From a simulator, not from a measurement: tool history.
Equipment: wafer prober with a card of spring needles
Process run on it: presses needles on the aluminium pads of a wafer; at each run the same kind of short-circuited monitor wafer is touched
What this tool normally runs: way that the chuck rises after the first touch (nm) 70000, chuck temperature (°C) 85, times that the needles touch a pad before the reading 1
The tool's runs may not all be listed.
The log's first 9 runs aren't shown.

run   hour  way that the chuck rises after the first touch (nm)  chuck temperature (°C)  times that the needles touch a pad before the reading  touches since the tips were cleaned  cleanings since the card got new needles  touches since the first contact's height was set  resistance of one needle with its contact and lead (mohm)  way that a needle slides on the pad (nm)
      67.1  -- tips cleaned on abrasive film
 10   75.2                                                70000                      85                                                      1                                 2944                                         8                                             36164                                                        252                                     17030
      78.9  -- tips cleaned on abrasive film
 11   81.7                                                70000                      85                                                      1                                 1006                                         9                                             38506                                                        249                                     16970
      90.1  -- tips cleaned on abrasive film
 12   90.3                                                70000                      85                                                      3                                   82                                        10                                             41614                                                        250                                     16970
 13   95.0                                                70000                      85                                                      3                                 1791                                        10                                             43323                                                        253                                     17010
     101.2  -- tips cleaned on abrasive film
 14  101.2                                                70000                      85                                                      3                                    0                                        11                                             45562                                                        252                                     16960
 15  106.3                                                70000                      85                                                      3                                 1879                                        11                                             47441                                                        251                                     16980
     113.0  -- tips cleaned on abrasive film
 16  116.1                                                70000                      85                                                      3                                 1149                                        12                                             50981                                                        250                                     16920
 17  122.8                                                88000                      85                                                      1                                 3588                                        12                                             53420                                                        255                                     21290
     124.7  -- tips cleaned on abrasive film
 18  132.8                                                88000                      27                                                      1                                 2972                                        13                                             57067                                                        232                                     21210
     135.8  -- tips cleaned on abrasive film
 19  143.4                                                88000                      27                                                      1                                 2769                                        14                                             60877                                                        235                                     21250
     147.1  -- tips cleaned on abrasive film
 20  149.4                                                66000                      85                                                      1                                  851                                        15                                             63050                                                        253                                     15930
 21  156.7                                                66000                      73                                                      1                                 3520                                        15                                             65719                                                        252                                     15920
     158.5  -- tips cleaned on abrasive film
 22  164.2                                                70000                      66                                                      1                                 2100                                        16                                             68421                                                        247                                     16820
     170.0  -- tips cleaned on abrasive film
 23  171.5                                                70000                      85                                                      2                                  548                                        17                                             71052                                                        249                                     16860
     173.4  -- gauge calibrated
 24  180.4                                                70000                      85                                                      1                                 3798                                        17                                             74302                                                        252                                     17160
     181.3  -- tips cleaned on abrasive film
 25  189.8                                                70000                      83                                                      3                                 3104                                        18                                             77702                                                        250                                     17070
     192.9  -- tips cleaned on abrasive film
 26  201.2                                                86000                      74                                                      1                                 3037                                        19                                             81853                                                        248                                     21060
     204.0  -- tips cleaned on abrasive film
 27  210.5                                                55000                      41                                                      1                                 2368                                        20                                             85190                                                        243                                     13440
     215.7  -- tips cleaned on abrasive film
 28  220.3                                                70000                      43                                                      1                                 1695                                        21                                             88758                                                        242                                     17060
     226.6  -- tips cleaned on abrasive film
 29  228.7                                                63000                      45                                                      1                                  777                                        22                                             91799                                                        246                                     15350
 30  236.6                                                51000                      59                                                      2                                 3661                                        22                                             94683                                                        252                                     12410
     238.1  -- tips cleaned on abrasive film
 31  241.5                                                51000                      59                                                      2                                 1244                                        23                                             96442                                                        247                                     12410
 32  246.7                                                70000                      59                                                      3                                 3135                                        23                                             98333                                                        246                                     17070
     249.1  -- tips cleaned on abrasive film
 33  252.4                                                88000                      48                                                      2                                 1211                                        24                                            100385                                                        239                                     21390
     260.3  -- tips cleaned on abrasive film
 34  260.7                                                70000                      85                                                      1                                  131                                        25                                            103364                                                        253                                     16970

3 options for the next run, each taken on its own from the tool as it stands now. Forecast them:
  A  267.4                                                85000                      61                                                      1                                 2582                                        25                                            105815                                                          ?                                         ?
  B  267.4                                                72000                     109                                                      1                                 2582                                        25                                            105815                                                          ?                                         ?
  C  267.4                                                74000                      51                                                      1                                 2582                                        25                                            105815                                                          ?                                         ?

run  resistance of one needle with its contact and lead (mohm)  way that a needle slides on the pad (nm)
  A                                                        243                                     20560
  B                                                        254                                     17410
  C                                                        239                                     17970
What these runs would have given with no unlogged condition in the tool:
run  resistance of one needle with its contact and lead (mohm)  way that a needle slides on the pad (nm)
  A                                                        242                                     20770
  B                                                        253                                     17590
  C                                                        238                                     18160
